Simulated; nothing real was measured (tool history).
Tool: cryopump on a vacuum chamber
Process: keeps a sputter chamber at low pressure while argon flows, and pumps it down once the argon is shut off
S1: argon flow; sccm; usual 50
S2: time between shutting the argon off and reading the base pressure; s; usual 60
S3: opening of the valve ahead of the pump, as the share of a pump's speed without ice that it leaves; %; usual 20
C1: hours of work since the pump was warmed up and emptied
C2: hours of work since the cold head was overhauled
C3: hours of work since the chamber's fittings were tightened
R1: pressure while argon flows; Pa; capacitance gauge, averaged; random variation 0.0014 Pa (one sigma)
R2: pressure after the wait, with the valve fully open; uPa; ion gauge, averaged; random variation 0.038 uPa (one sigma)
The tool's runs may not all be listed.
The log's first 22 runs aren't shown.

run    hour  S1   S2  S3   C1    C2   C3      R1    R2
 23   856.1  99   37  16   89   847  508  0.8272  4.08
 24   900.1  99   37  16  108   866  527   0.829  4.14
 25     934  99   37  16  123   881  542  0.8317  4.21
 26   964.2  99   37  16  136   895  555  0.8371  4.06
 27   996.3  50   74  35  151   909  570  0.1935  2.62
 28  1054.8  84  286  54  176   935  595  0.2153   1.5
 29  1089.6  79   60  25  192   950  611   0.429  3.08
 30  1138.6  25   76  19  213   971  632  0.1789  2.72
 31  1169.3  55   50  20  227   985  646  0.3736  3.49
 32  1226.6  55   50  20  252  1010  671  0.3754  3.54
 33  1285.9  50  181  30  278  1036  697  0.2274  1.87
 34  1316.5  28   31  17  292  1050  711  0.2254  4.75
 35  1358.9  43   31  17  310  1068  729  0.3469  5.15

Forecast each of these 3 alternatives for the next run:
  A  1416.6  27   82  16  336  1094  755   ?   ?
  B  1416.6  50   35  20  336  1094  755   ?   ?
  C  1416.6  24  142  24  336  1094  755   ?   ?

run      R1    R2
  A  0.2293  2.76
  B   0.342  4.63
  C  0.1361  2.22
Without the tool's hidden state the same runs would have given:
run      R1    R2
  A  0.2245  1.62
  B  0.3333   3.5
  C  0.1319  1.08
